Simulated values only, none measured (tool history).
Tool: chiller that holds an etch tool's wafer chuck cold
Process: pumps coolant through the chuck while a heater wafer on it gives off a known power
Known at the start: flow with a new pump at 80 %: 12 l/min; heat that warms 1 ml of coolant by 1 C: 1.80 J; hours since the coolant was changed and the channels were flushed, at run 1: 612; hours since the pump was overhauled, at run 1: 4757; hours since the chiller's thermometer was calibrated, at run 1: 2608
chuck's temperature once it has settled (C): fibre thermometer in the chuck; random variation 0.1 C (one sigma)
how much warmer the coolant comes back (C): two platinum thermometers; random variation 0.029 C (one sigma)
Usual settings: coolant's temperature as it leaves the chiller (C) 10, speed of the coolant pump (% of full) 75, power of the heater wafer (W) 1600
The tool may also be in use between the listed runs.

run	day	coolant's temperature as it leaves the chiller (C)	speed of the coolant pump (% of full)	power of the heater wafer (W)	hours since the coolant was changed and the channels were flushed	hours since the pump was overhauled	hours since the chiller's thermometer was calibrated	chuck's temperature once it has settled (C)	how much warmer the coolant comes back (C)
1	0.000	10	75	1600	612	4757	2608	22.7	4.78
2	4.946	10	75	1691	731	4876	2726	23.7	4.96
3	8.075	10	75	1691	806	4951	2801	23.5	5.02
4	13.075	3	75	1600	926	5071	2921	15.8	4.65
5	17.138	3	75	1600	1023	5168	3019	15.7	4.55
6	21.775	17	75	1600	1135	5280	3130	29.7	4.60
7	26.479	17	75	1600	1248	5392	3243	29.7	4.60
8	31.612	10	68	1600	1371	5516	3366	23.6	5.02
9	34.029	10	75	1600	1429	5574	3424	22.8	4.49
# day 36.146: chiller's thermometer calibrated
10	38.754	10	75	1600	1541	5686	63	22.6	4.53
11	42.121	10	75	1600	1622	5767	143	22.7	4.45
12	47.088	10	75	1600	1741	5886	263	22.8	4.42
13	51.908	10	60	1600	1857	6002	378	24.9	5.62
14	56.908	10	60	1600	1977	6122	498	24.8	5.59
15	61.312	10	60	1600	2083	6227	604	24.8	5.51
# day 64.208: gauge calibrated
16	64.958	12	64	1600	2170	6315	692	26.1	5.59
17	69.304	12	64	1600	2274	6419	796	26.2	5.60
18	73.271	12	80	1600	2370	6514	891	24.1	4.33
19	76.021	7	75	1012	2436	6581	957	15.0	2.93
20	78.800	14	75	2189	2502	6647	1024	31.6	6.38
21	82.546	1	75	870	2592	6737	1114	8.2	2.45
22	86.275	18	75	1600	2682	6827	1203	30.8	4.56
23	91.246	10	88	1015	2801	6946	1322	17.3	2.34
24	95.183	10	71	2141	2895	7040	1417	27.7	6.52
25	98.012	19	92	1063	2963	7108	1485	26.5	2.26
26	101.275	19	92	1063	3042	7187	1563	26.2	2.24
27	105.425	15	60	2076	3141	7286	1663	34.1	7.49
# day 107.779: gauge calibrated
28	110.246	15	63	1948	3257	7402	1778	32.5	6.92

Forecast each of these 5 alternatives for the next run:
A	112.783	8	75	1600	3318	7463	1839	?	?
B	112.783	17	71	1507	3318	7463	1839	?	?
C	112.783	15	62	1948	3318	7463	1839	?	?
D	112.783	16	69	1948	3318	7463	1839	?	?
E	112.783	1	75	2284	3318	7463	1839	?	?

run	chuck's temperature once it has settled (C)	how much warmer the coolant comes back (C)
A	20.6	4.73
B	29.6	4.71
C	32.6	7.05
D	32.3	6.25
E	19.0	6.78
Without the tool's hidden state the same runs would have given:
run	chuck's temperature once it has settled (C)	how much warmer the coolant comes back (C)
A	20.6	4.76
B	29.5	4.74
C	32.6	7.08
D	32.3	6.28
E	19.0	6.81
